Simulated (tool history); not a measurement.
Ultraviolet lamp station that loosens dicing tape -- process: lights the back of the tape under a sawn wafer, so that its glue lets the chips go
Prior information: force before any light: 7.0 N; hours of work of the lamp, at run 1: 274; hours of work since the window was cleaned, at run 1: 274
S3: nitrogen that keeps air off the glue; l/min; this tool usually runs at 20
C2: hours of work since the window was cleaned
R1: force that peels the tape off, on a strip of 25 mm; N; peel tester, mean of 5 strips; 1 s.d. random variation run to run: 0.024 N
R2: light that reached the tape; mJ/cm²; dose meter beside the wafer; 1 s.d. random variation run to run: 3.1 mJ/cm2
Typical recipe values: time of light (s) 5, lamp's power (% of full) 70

run 1 hour=0 | time_of_light_(s)=5 lamp's_power_(%_of_full)=70 S3=20 | hours_of_work_of_the_lamp=274 C2=274 | R1=1.41 R2=395
-- hour=4.4 window cleaned of glue's vapour
run 2 hour=13.6 | time_of_light_(s)=5 lamp's_power_(%_of_full)=70 S3=20 | hours_of_work_of_the_lamp=283 C2=6 | R1=1.263 R2=432
run 3 hour=23.4 | time_of_light_(s)=5 lamp's_power_(%_of_full)=70 S3=15 | hours_of_work_of_the_lamp=289 C2=12 | R1=1.528 R2=422
run 4 hour=43.2 | time_of_light_(s)=5 lamp's_power_(%_of_full)=70 S3=15 | hours_of_work_of_the_lamp=302 C2=25 | R1=1.518 R2=424
run 5 hour=55.8 | time_of_light_(s)=5 lamp's_power_(%_of_full)=70 S3=15 | hours_of_work_of_the_lamp=310 C2=34 | R1=1.558 R2=423
run 6 hour=79.4 | time_of_light_(s)=8 lamp's_power_(%_of_full)=70 S3=20 | hours_of_work_of_the_lamp=326 C2=49 | R1=0.577 R2=677
run 7 hour=97 | time_of_light_(s)=5 lamp's_power_(%_of_full)=70 S3=20 | hours_of_work_of_the_lamp=337 C2=61 | R1=1.386 R2=424
run 8 hour=119.5 | time_of_light_(s)=5 lamp's_power_(%_of_full)=70 S3=20 | hours_of_work_of_the_lamp=352 C2=75 | R1=1.363 R2=423
run 9 hour=137.4 | time_of_light_(s)=4 lamp's_power_(%_of_full)=70 S3=20 | hours_of_work_of_the_lamp=364 C2=87 | R1=2.004 R2=328
run 10 hour=156.2 | time_of_light_(s)=4 lamp's_power_(%_of_full)=70 S3=20 | hours_of_work_of_the_lamp=376 C2=99 | R1=1.843 R2=331
run 11 hour=173.3 | time_of_light_(s)=4 lamp's_power_(%_of_full)=70 S3=20 | hours_of_work_of_the_lamp=387 C2=110 | R1=1.852 R2=326
run 12 hour=188.6 | time_of_light_(s)=5 lamp's_power_(%_of_full)=74 S3=20 | hours_of_work_of_the_lamp=397 C2=121 | R1=1.243 R2=425
run 13 hour=207.6 | time_of_light_(s)=5 lamp's_power_(%_of_full)=74 S3=20 | hours_of_work_of_the_lamp=410 C2=133 | R1=1.315 R2=424
run 14 hour=226 | time_of_light_(s)=5 lamp's_power_(%_of_full)=74 S3=20 | hours_of_work_of_the_lamp=422 C2=145 | R1=1.331 R2=422
run 15 hour=235.5 | time_of_light_(s)=5 lamp's_power_(%_of_full)=74 S3=20 | hours_of_work_of_the_lamp=428 C2=151 | R1=1.331 R2=422
run 16 hour=255.7 | time_of_light_(s)=5 lamp's_power_(%_of_full)=74 S3=20 | hours_of_work_of_the_lamp=441 C2=164 | R1=1.346 R2=420
run 17 hour=271.3 | time_of_light_(s)=5 lamp's_power_(%_of_full)=74 S3=20 | hours_of_work_of_the_lamp=451 C2=175 | R1=1.333 R2=414
run 18 hour=290.3 | time_of_light_(s)=5 lamp's_power_(%_of_full)=70 S3=20 | hours_of_work_of_the_lamp=464 C2=187 | R1=1.448 R2=391
run 19 hour=307.6 | time_of_light_(s)=5 lamp's_power_(%_of_full)=70 S3=20 | hours_of_work_of_the_lamp=475 C2=198 | R1=1.492 R2=392
run 20 hour=330.8 | time_of_light_(s)=5 lamp's_power_(%_of_full)=70 S3=20 | hours_of_work_of_the_lamp=490 C2=214 | R1=1.518 R2=384
run 21 hour=349.9 | time_of_light_(s)=5 lamp's_power_(%_of_full)=70 S3=20 | hours_of_work_of_the_lamp=503 C2=226 | R1=1.608 R2=384
run 22 hour=372.1 | time_of_light_(s)=5 lamp's_power_(%_of_full)=70 S3=20 | hours_of_work_of_the_lamp=517 C2=241 | R1=1.517 R2=380
run 23 hour=393.4 | time_of_light_(s)=5 lamp's_power_(%_of_full)=70 S3=20 | hours_of_work_of_the_lamp=531 C2=255 | R1=1.571 R2=378
run 24 hour=416.7 | time_of_light_(s)=5 lamp's_power_(%_of_full)=70 S3=10 | hours_of_work_of_the_lamp=547 C2=270 | R1=2.064 R2=378
-- hour=428.2 window cleaned of glue's vapour
run 25 hour=435.9 | time_of_light_(s)=5 lamp's_power_(%_of_full)=64 S3=20 | hours_of_work_of_the_lamp=559 C2=5 | R1=1.584 R2=375
run 26 hour=453.4 | time_of_light_(s)=9 lamp's_power_(%_of_full)=87 S3=22 | hours_of_work_of_the_lamp=570 C2=16 | R1=0.327 R2=908
run 27 hour=475.7 | time_of_light_(s)=7 lamp's_power_(%_of_full)=70 S3=20 | hours_of_work_of_the_lamp=585 C2=31 | R1=0.819 R2=567
run 28 hour=496.2 | time_of_light_(s)=7 lamp's_power_(%_of_full)=70 S3=11 | hours_of_work_of_the_lamp=598 C2=45 | R1=1.256 R2=565
run 29 hour=516.3 | time_of_light_(s)=9 lamp's_power_(%_of_full)=70 S3=20 | hours_of_work_of_the_lamp=611 C2=58 | R1=0.529 R2=712
run 30 hour=531.3 | time_of_light_(s)=6 lamp's_power_(%_of_full)=71 S3=12 | hours_of_work_of_the_lamp=621 C2=67 | R1=1.443 R2=479
run 31 hour=544.5 | time_of_light_(s)=5 lamp's_power_(%_of_full)=70 S3=9 | hours_of_work_of_the_lamp=630 C2=76 | R1=2.195 R2=394
run 32 hour=561.6 | time_of_light_(s)=4 lamp's_power_(%_of_full)=65 S3=17 | hours_of_work_of_the_lamp=641 C2=87 | R1=2.279 R2=289
run 33 hour=585.1 | time_of_light_(s)=2 lamp's_power_(%_of_full)=70 S3=7 | hours_of_work_of_the_lamp=656 C2=103 | R1=4.628 R2=153
run 34 hour=601 | time_of_light_(s)=9 lamp's_power_(%_of_full)=70 S3=13 | hours_of_work_of_the_lamp=667 C2=113 | R1=0.768 R2=697
run 35 hour=617.2 | time_of_light_(s)=5 lamp's_power_(%_of_full)=72 S3=11 | hours_of_work_of_the_lamp=677 C2=124 | R1=2.003 R2=400
run 36 hour=632.5 | time_of_light_(s)=3 lamp's_power_(%_of_full)=68 S3=14 | hours_of_work_of_the_lamp=687 C2=134 | R1=3.3 R2=223
run 37 hour=653.8 | time_of_light_(s)=3 lamp's_power_(%_of_full)=68 S3=14 | hours_of_work_of_the_lamp=701 C2=148 | R1=3.292 R2=221
run 38 hour=666.1 | time_of_light_(s)=3 lamp's_power_(%_of_full)=68 S3=14 | hours_of_work_of_the_lamp=709 C2=156 | R1=3.117 R2=222
run 39 hour=689.5 | time_of_light_(s)=3 lamp's_power_(%_of_full)=70 S3=14 | hours_of_work_of_the_lamp=725 C2=171 | R1=3.22 R2=223
run 40 hour=711.1 | time_of_light_(s)=3 lamp's_power_(%_of_full)=65 S3=40 | hours_of_work_of_the_lamp=739 C2=185 | R1=2.529 R2=209
run 41 hour=724.2 | time_of_light_(s)=2 lamp's_power_(%_of_full)=70 S3=20 | hours_of_work_of_the_lamp=747 C2=194 | R1=3.859 R2=147
run 42 hour=743.3 | time_of_light_(s)=2 lamp's_power_(%_of_full)=70 S3=20 | hours_of_work_of_the_lamp=760 C2=206 | R1=3.835 R2=146
run 43 hour=760.9 | time_of_light_(s)=2 lamp's_power_(%_of_full)=70 S3=20 | hours_of_work_of_the_lamp=771 C2=218 | R1=3.917 R2=150

Subtracting, for every run, the result it would have given without the tool's unlogged condition from the measured result gives the following. The same run-to-run variation enters both numbers; the gauge's scatter may not:
The hidden state here: lamp's light, % of a new lamp's; light that the window lets through, % of a clean one's; drift of the gauge itself on peel_n, %; drift of the gauge itself on dose_mj_cm2, %.
run=1 R1=+0.284 R2=-63
run=2 R1=+0.136 R2=-32
run=3 R1=+0.157 R2=-32
run=4 R1=+0.168 R2=-35
run=5 R1=+0.182 R2=-37
run=6 R1=+0.094 R2=-65
run=7 R1=+0.198 R2=-44
run=8 R1=+0.207 R2=-46
run=9 R1=+0.272 R2=-39
run=10 R1=+0.264 R2=-41
run=11 R1=+0.276 R2=-42
run=12 R1=+0.235 R2=-58
run=13 R1=+0.258 R2=-62
run=14 R1=+0.271 R2=-64
run=15 R1=+0.275 R2=-65
run=16 R1=+0.289 R2=-69
run=17 R1=+0.297 R2=-70
run=18 R1=+0.322 R2=-70
run=19 R1=+0.34 R2=-72
run=20 R1=+0.362 R2=-74
run=21 R1=+0.39 R2=-77
run=22 R1=+0.383 R2=-80
run=23 R1=+0.409 R2=-84
run=24 R1=+0.459 R2=-86
run=25 R1=+0.256 R2=-48
run=26 R1=+0.053 R2=-123
run=27 R1=+0.179 R2=-81
run=28 R1=+0.263 R2=-85
run=29 R1=+0.124 R2=-113
run=30 R1=+0.302 R2=-80
run=31 R1=+0.377 R2=-67
run=32 R1=+0.389 R2=-51
run=33 R1=+0.348 R2=-28
run=34 R1=+0.215 R2=-134
run=35 R1=+0.423 R2=-79
run=36 R1=+0.485 R2=-46
run=37 R1=+0.499 R2=-48
run=38 R1=+0.481 R2=-48
run=39 R1=+0.527 R2=-51
run=40 R1=+0.533 R2=-49
run=41 R1=+0.523 R2=-36
run=42 R1=+0.532 R2=-37
run=43 R1=+0.555 R2=-39
